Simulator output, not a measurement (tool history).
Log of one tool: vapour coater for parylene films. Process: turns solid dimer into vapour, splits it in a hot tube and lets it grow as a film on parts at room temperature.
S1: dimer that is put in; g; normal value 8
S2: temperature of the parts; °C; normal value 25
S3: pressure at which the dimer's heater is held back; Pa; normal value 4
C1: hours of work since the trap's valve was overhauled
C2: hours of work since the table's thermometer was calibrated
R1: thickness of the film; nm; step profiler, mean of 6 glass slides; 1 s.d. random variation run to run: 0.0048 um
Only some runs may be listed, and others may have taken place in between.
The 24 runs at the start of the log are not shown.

Run 25, hour 815.4: usual settings but S1 10 g, S2 22 °C, S3 4.93 Pa; C1 149; C2 832. Result: R1 2101 nm.
Run 26, hour 847.4: usual settings but S1 5 g, S2 20 °C, S3 4.93 Pa; C1 175; C2 858. Result: R1 1106 nm.
Run 27, hour 893.9: usual settings but S2 17 °C, S3 8.46 Pa; C1 214; C2 897. Result: R1 1731 nm.
Run 28, hour 923.7: usual settings but S1 7 g, S2 34 °C, S3 8.77 Pa; C1 239; C2 922. Result: R1 951 nm.
Run 29, hour 947.5: usual settings but S1 5 g, S2 31 °C, S3 2.27 Pa; C1 258; C2 941. Result: R1 953 nm.
Run 30, hour 972.4: usual settings but S1 5 g, S2 28 °C, S3 11.02 Pa; C1 279; C2 962. Result: R1 765 nm.
Run 31, hour 1005.1: usual settings but S1 7 g, S2 27 °C; C1 306; C2 989. Result: R1 1335 nm.
Run 32, hour 1031: usual settings but S1 7 g, S2 31 °C, S3 3.8 Pa; C1 328; C2 1011. Result: R1 1202 nm.
Run 33, hour 1066.5: usual settings but S1 10 g, S2 31 °C, S3 2.17 Pa; C1 357; C2 1040. Result: R1 1921 nm.
Run 34, hour 1111.7: usual settings but S1 3 g, S3 2.23 Pa; C1 395; C2 1078. Result: R1 673 nm.
Run 35, hour 1135.9: usual settings but S1 3 g, S3 2.23 Pa; C1 415; C2 1098. Result: R1 678 nm.
At hour 1186.3: trap's valve overhauled.
Run 36, hour 1187.5: usual settings but S2 26 °C, S3 6.29 Pa; C1 1; C2 1137. Result: R1 1432 nm.
Run 37, hour 1212.5: usual settings but S1 14 g, S2 18 °C, S3 4.58 Pa; C1 22; C2 1158. Result: R1 3304 nm.
Run 38, hour 1238.9: usual settings but S1 14 g, S2 29 °C, S3 11.84 Pa; C1 44; C2 1180. Result: R1 2061 nm.
Run 39, hour 1286.8: usual settings but S1 14 g, S2 29 °C, S3 11.84 Pa; C1 83; C2 1220. Result: R1 2038 nm.
Run 40, hour 1308.7: usual settings but S2 33 °C, S3 3.61 Pa; C1 102; C2 1238. Result: R1 1315 nm.
Run 41, hour 1333.8: usual settings but S1 12 g, S2 24 °C; C1 123; C2 1259. Result: R1 2455 nm.
Run 42, hour 1368.7: usual settings but S1 12 g, S2 24 °C; C1 151; C2 1288. Result: R1 2466 nm.
Run 43, hour 1417.5: usual settings but S1 12 g, S2 24 °C; C1 192; C2 1328. Result: R1 2456 nm.
Run 44, hour 1451.9: usual settings but S1 12 g, S2 24 °C; C1 221; C2 1357. Result: R1 2456 nm.
Run 45, hour 1488.1: usual settings but S1 12 g, S2 24 °C; C1 251; C2 1387. Result: R1 2460 nm.
Run 46, hour 1535.4: usual settings but S1 12 g, S2 24 °C; C1 290; C2 1426. Result: R1 2435 nm.

What if the next run were any one of these 3? Each begins from the tool's condition after run 46:
Run A, hour 1563.5: usual settings but S1 12 g, S2 21 °C; C1 313; C2 1450. Result: R1 ?.
Run B, hour 1563.5: usual settings but S2 18 °C, S3 4.6 Pa; C1 313; C2 1450. Result: R1 ?.
Run C, hour 1563.5: usual settings but S1 4 g, S2 26 °C, S3 10.67 Pa; C1 313; C2 1450. Result: R1 ?.

run    R1
  A  2655
  B  1863
  C   645
Stripped of hidden state, with their random variation kept, the same runs would have yielded:
run    R1
  A  2707
  B  1900
  C   657

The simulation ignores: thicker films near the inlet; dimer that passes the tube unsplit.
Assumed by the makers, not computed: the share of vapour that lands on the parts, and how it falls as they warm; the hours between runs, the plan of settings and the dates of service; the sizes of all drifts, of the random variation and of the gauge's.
